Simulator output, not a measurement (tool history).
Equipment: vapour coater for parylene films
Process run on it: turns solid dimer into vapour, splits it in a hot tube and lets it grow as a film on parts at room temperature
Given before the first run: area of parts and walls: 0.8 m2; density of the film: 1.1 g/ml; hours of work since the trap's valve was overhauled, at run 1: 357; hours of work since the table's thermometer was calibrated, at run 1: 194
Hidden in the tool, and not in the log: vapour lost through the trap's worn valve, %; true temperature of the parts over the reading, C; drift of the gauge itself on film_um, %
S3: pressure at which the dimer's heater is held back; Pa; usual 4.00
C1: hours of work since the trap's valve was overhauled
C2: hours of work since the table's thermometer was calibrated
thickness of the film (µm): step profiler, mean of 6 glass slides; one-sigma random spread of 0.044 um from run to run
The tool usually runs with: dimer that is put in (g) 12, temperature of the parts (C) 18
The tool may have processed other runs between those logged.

Run 1, day 0.000: usual settings; C1 357; C2 194. Result: thickness of the film (µm) 7.19.
Run 2, day 1.525: usual settings; C1 384; C2 222. Result: thickness of the film (µm) 7.15.
Run 3, day 2.312: usual settings; C1 398; C2 236. Result: thickness of the film (µm) 7.17.
Run 4, day 3.896: usual settings; C1 427; C2 264. Result: thickness of the film (µm) 7.17.
Run 5, day 5.438: usual settings; C1 454; C2 292. Result: thickness of the film (µm) 7.12.
Run 6, day 6.996: usual settings; C1 482; C2 319. Result: thickness of the film (µm) 7.14.
At day 7.312: trap's valve overhauled.
Run 7, day 8.038: usual settings; C1 13; C2 335. Result: thickness of the film (µm) 7.53.
Run 8, day 9.150: usual settings; C1 33; C2 355. Result: thickness of the film (µm) 7.59.
Run 9, day 10.067: usual settings; C1 49; C2 371. Result: thickness of the film (µm) 7.46.
Run 10, day 10.942: usual settings; C1 65; C2 387. Result: thickness of the film (µm) 7.63.
Run 11, day 12.125: usual settings; C1 86; C2 408. Result: thickness of the film (µm) 7.51.
Run 12, day 13.779: usual settings; C1 116; C2 438. Result: thickness of the film (µm) 7.49.
Run 13, day 14.592: usual settings; C1 130; C2 452. Result: thickness of the film (µm) 7.46.
Run 14, day 15.542: usual settings; C1 147; C2 469. Result: thickness of the film (µm) 7.41.
Run 15, day 17.054: usual settings; C1 174; C2 496. Result: thickness of the film (µm) 7.36.
Run 16, day 17.817: usual settings; C1 188; C2 510. Result: thickness of the film (µm) 7.45.
Run 17, day 18.633: usual settings but S3 10.83 Pa; C1 202; C2 524. Result: thickness of the film (µm) 5.86.
Run 18, day 19.454: usual settings but S3 10.83 Pa; C1 217; C2 539. Result: thickness of the film (µm) 5.90.
Run 19, day 20.258: usual settings but S3 10.83 Pa; C1 231; C2 553. Result: thickness of the film (µm) 5.87.
Run 20, day 21.883: usual settings but temperature of the parts (C) 22; C1 260; C2 582. Result: thickness of the film (µm) 6.50.
Run 21, day 23.217: usual settings but temperature of the parts (C) 22; C1 284; C2 606. Result: thickness of the film (µm) 6.43.
Run 22, day 24.438: usual settings but temperature of the parts (C) 22; C1 306; C2 628. Result: thickness of the film (µm) 6.41.
Run 23, day 25.204: usual settings but temperature of the parts (C) 22; C1 320; C2 642. Result: thickness of the film (µm) 6.40.
Run 24, day 26.533: usual settings but temperature of the parts (C) 22; C1 343; C2 666. Result: thickness of the film (µm) 6.31.
Run 25, day 28.029: usual settings but dimer that is put in (g) 5, temperature of the parts (C) 27, S3 2.30 Pa; C1 370; C2 692. Result: thickness of the film (µm) 2.58.
Run 26, day 29.621: usual settings but dimer that is put in (g) 5, temperature of the parts (C) 27, S3 2.30 Pa; C1 399; C2 721. Result: thickness of the film (µm) 2.59.
Run 27, day 31.308: usual settings but dimer that is put in (g) 5, temperature of the parts (C) 25, S3 7.30 Pa; C1 429; C2 751. Result: thickness of the film (µm) 2.11.
At day 31.450: table's thermometer calibrated.
Run 28, day 32.767: usual settings but dimer that is put in (g) 7, temperature of the parts (C) 27, S3 5.43 Pa; C1 454; C2 24. Result: thickness of the film (µm) 2.95.
Run 29, day 34.217: usual settings but dimer that is put in (g) 6, temperature of the parts (C) 11, S3 3.35 Pa; C1 480; C2 49. Result: thickness of the film (µm) 4.40.
At day 34.671: trap's valve overhauled.
Run 30, day 35.642: usual settings but dimer that is put in (g) 6, temperature of the parts (C) 11, S3 3.35 Pa; C1 17; C2 72. Result: thickness of the film (µm) 4.80.
Run 31, day 36.850: usual settings but dimer that is put in (g) 8, S3 10.69 Pa; C1 39; C2 94. Result: thickness of the film (µm) 4.04.
Run 32, day 38.296: usual settings but dimer that is put in (g) 8, S3 10.69 Pa; C1 65; C2 119. Result: thickness of the film (µm) 3.97.
Run 33, day 39.483: usual settings but dimer that is put in (g) 15, temperature of the parts (C) 19, S3 7.69 Pa; C1 86; C2 141. Result: thickness of the film (µm) 7.80.
Run 34, day 41.046: usual settings but dimer that is put in (g) 16, temperature of the parts (C) 19, S3 6.18 Pa; C1 114; C2 168. Result: thickness of the film (µm) 8.64.
At day 41.642: table's thermometer calibrated, once more.
Run 35, day 42.400: usual settings but dimer that is put in (g) 16, temperature of the parts (C) 25, S3 7.12 Pa; C1 137; C2 14. Result: thickness of the film (µm) 7.20.
Run 36, day 43.304: usual settings but dimer that is put in (g) 16, temperature of the parts (C) 25, S3 7.12 Pa; C1 154; C2 30. Result: thickness of the film (µm) 7.23.
Run 37, day 44.008: usual settings but temperature of the parts (C) 13, S3 6.74 Pa; C1 166; C2 42. Result: thickness of the film (µm) 7.72.
Run 38, day 45.467: usual settings but dimer that is put in (g) 10, temperature of the parts (C) 12, S3 2.73 Pa; C1 192; C2 68. Result: thickness of the film (µm) 8.08.
Run 39, day 46.612: usual settings but dimer that is put in (g) 21, temperature of the parts (C) 23, S3 2.73 Pa; C1 213; C2 89. Result: thickness of the film (µm) 12.23.
Run 40, day 47.900: usual settings but dimer that is put in (g) 21, temperature of the parts (C) 23, S3 2.73 Pa; C1 236; C2 112. Result: thickness of the film (µm) 12.24.
Run 41, day 49.450: usual settings but dimer that is put in (g) 5, temperature of the parts (C) 15, S3 2.66 Pa; C1 263; C2 140. Result: thickness of the film (µm) 3.66.
Run 42, day 50.425: usual settings but temperature of the parts (C) 20, S3 5.66 Pa; C1 281; C2 157. Result: thickness of the film (µm) 6.44.
Run 43, day 51.221: usual settings but temperature of the parts (C) 15, S3 7.94 Pa; C1 295; C2 171. Result: thickness of the film (µm) 6.80.
Run 44, day 52.458: usual settings but temperature of the parts (C) 15, S3 7.94 Pa; C1 317; C2 193. Result: thickness of the film (µm) 6.83.
Run 45, day 53.617: usual settings but temperature of the parts (C) 28; C1 338; C2 214. Result: thickness of the film (µm) 5.45.

Run 46, settings as shown, results not yet in. Your forecast:
Run 46, day 55.075: usual settings but dimer that is put in (g) 14, temperature of the parts (C) 20, S3 6.87 Pa; C1 364; C2 240. Result: thickness of the film (µm) ?.

Logged for run 46: thickness of the film (µm) 7.05.
If the tool had no hidden condition, the same run with the same run-to-run variation would have returned thickness of the film (µm) 7.48.
